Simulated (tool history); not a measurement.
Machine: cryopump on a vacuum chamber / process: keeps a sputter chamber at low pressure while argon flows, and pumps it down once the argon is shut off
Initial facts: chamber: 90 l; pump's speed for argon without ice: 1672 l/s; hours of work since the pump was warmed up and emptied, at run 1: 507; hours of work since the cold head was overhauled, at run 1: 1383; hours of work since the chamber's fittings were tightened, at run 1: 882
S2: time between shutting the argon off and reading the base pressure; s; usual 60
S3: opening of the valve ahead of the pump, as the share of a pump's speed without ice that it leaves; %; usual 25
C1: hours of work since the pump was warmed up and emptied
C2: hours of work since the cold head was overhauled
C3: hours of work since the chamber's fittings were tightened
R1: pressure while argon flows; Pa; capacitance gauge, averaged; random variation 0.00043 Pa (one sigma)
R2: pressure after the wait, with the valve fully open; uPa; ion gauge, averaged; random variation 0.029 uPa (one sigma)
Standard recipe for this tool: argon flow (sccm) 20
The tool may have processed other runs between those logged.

run 1 hour=0.0 | argon_flow_(sccm)=20 S2=60 S3=25 | C1=507 C2=1383 C3=882 | R1=0.0831 R2=1.60
run 2 hour=122.2 | argon_flow_(sccm)=20 S2=60 S3=25 | C1=589 C2=1465 C3=963 | R1=0.0839 R2=1.63
run 3 hour=228.0 | argon_flow_(sccm)=20 S2=60 S3=22 | C1=660 C2=1535 C3=1034 | R1=0.0948 R2=1.69
run 4 hour=349.6 | argon_flow_(sccm)=20 S2=60 S3=22 | C1=741 C2=1616 C3=1115 | R1=0.0959 R2=1.65
run 5 hour=409.3 | argon_flow_(sccm)=20 S2=60 S3=39 | C1=781 C2=1656 C3=1155 | R1=0.0559 R2=1.67
-- hour=459.7 pump warmed up, emptied and cooled again
run 6 hour=524.9 | argon_flow_(sccm)=20 S2=170 S3=25 | C1=44 C2=1730 C3=1229 | R1=0.0814 R2=0.84
run 7 hour=576.7 | argon_flow_(sccm)=20 S2=170 S3=25 | C1=78 C2=1765 C3=1263 | R1=0.0821 R2=0.86
run 8 hour=634.7 | argon_flow_(sccm)=20 S2=60 S3=25 | C1=117 C2=1803 C3=1302 | R1=0.0809 R2=1.65
run 9 hour=698.1 | argon_flow_(sccm)=13 S2=60 S3=25 | C1=159 C2=1846 C3=1344 | R1=0.0542 R2=1.72
run 10 hour=788.1 | argon_flow_(sccm)=20 S2=107 S3=25 | C1=219 C2=1906 C3=1404 | R1=0.0823 R2=1.16
run 11 hour=845.2 | argon_flow_(sccm)=20 S2=107 S3=25 | C1=257 C2=1944 C3=1442 | R1=0.0820 R2=1.16
run 12 hour=941.5 | argon_flow_(sccm)=20 S2=107 S3=25 | C1=321 C2=2008 C3=1506 | R1=0.0823 R2=1.21
run 13 hour=1001.8 | argon_flow_(sccm)=20 S2=60 S3=19 | C1=362 C2=2048 C3=1547 | R1=0.1080 R2=1.74
run 14 hour=1086.2 | argon_flow_(sccm)=20 S2=60 S3=19 | C1=418 C2=2104 C3=1603 | R1=0.1077 R2=1.78
run 15 hour=1194.1 | argon_flow_(sccm)=38 S2=42 S3=39 | C1=490 C2=2176 C3=1675 | R1=0.1037 R2=2.31
run 16 hour=1311.6 | argon_flow_(sccm)=38 S2=42 S3=39 | C1=568 C2=2255 C3=1753 | R1=0.1039 R2=2.25
run 17 hour=1364.7 | argon_flow_(sccm)=29 S2=133 S3=25 | C1=604 C2=2290 C3=1789 | R1=0.1212 R2=1.20
run 18 hour=1476.5 | argon_flow_(sccm)=20 S2=26 S3=53 | C1=678 C2=2365 C3=1863 | R1=0.0417 R2=3.42
run 19 hour=1563.1 | argon_flow_(sccm)=20 S2=62 S3=27 | C1=736 C2=2423 C3=1921 | R1=0.0785 R2=1.78
run 20 hour=1632.9 | argon_flow_(sccm)=20 S2=62 S3=27 | C1=783 C2=2469 C3=1968 | R1=0.0791 R2=1.78
-- hour=1678.2 pump warmed up, emptied and cooled again
run 21 hour=1701.2 | argon_flow_(sccm)=26 S2=77 S3=25 | C1=15 C2=2511 C3=2010 | R1=0.1066 R2=1.52
run 22 hour=1768.5 | argon_flow_(sccm)=26 S2=77 S3=25 | C1=60 C2=2556 C3=2055 | R1=0.1061 R2=1.52
run 23 hour=1879.3 | argon_flow_(sccm)=26 S2=77 S3=25 | C1=134 C2=2630 C3=2129 | R1=0.1071 R2=1.57
run 24 hour=1985.5 | argon_flow_(sccm)=11 S2=77 S3=25 | C1=205 C2=2701 C3=2200 | R1=0.0458 R2=1.58
run 25 hour=2112.5 | argon_flow_(sccm)=17 S2=235 S3=31 | C1=290 C2=2786 C3=2284 | R1=0.0570 R2=1.00
run 26 hour=2208.7 | argon_flow_(sccm)=17 S2=294 S3=31 | C1=354 C2=2850 C3=2349 | R1=0.0575 R2=0.95
run 27 hour=2292.6 | argon_flow_(sccm)=17 S2=147 S3=31 | C1=410 C2=2906 C3=2405 | R1=0.0573 R2=1.19
run 28 hour=2416.6 | argon_flow_(sccm)=20 S2=60 S3=53 | C1=493 C2=2989 C3=2487 | R1=0.0406 R2=1.97

Forecast each of these 5 alternatives for the next run:
run A hour=2477.1 | argon_flow_(sccm)=20 S2=60 S3=43 | C1=533 C2=3029 C3=2528 | R1=? R2=?
run B hour=2477.1 | argon_flow_(sccm)=30 S2=110 S3=15 | C1=533 C2=3029 C3=2528 | R1=? R2=?
run C hour=2477.1 | argon_flow_(sccm)=12 S2=60 S3=25 | C1=533 C2=3029 C3=2528 | R1=? R2=?
run D hour=2477.1 | argon_flow_(sccm)=20 S2=239 S3=25 | C1=533 C2=3029 C3=2528 | R1=? R2=?
run E hour=2477.1 | argon_flow_(sccm)=20 S2=36 S3=41 | C1=533 C2=3029 C3=2528 | R1=? R2=?

run=A R1=0.0494 R2=1.91
run=B R1=0.2062 R2=1.42
run=C R1=0.0509 R2=1.88
run=D R1=0.0841 R2=1.05
run=E R1=0.0520 R2=2.76
Without the tool's hidden state the same runs would have given:
run=A R1=0.0465 R2=1.35
run=B R1=0.2019 R2=0.84
run=C R1=0.0491 R2=1.33
run=D R1=0.0812 R2=0.48
run=E R1=0.0492 R2=2.18
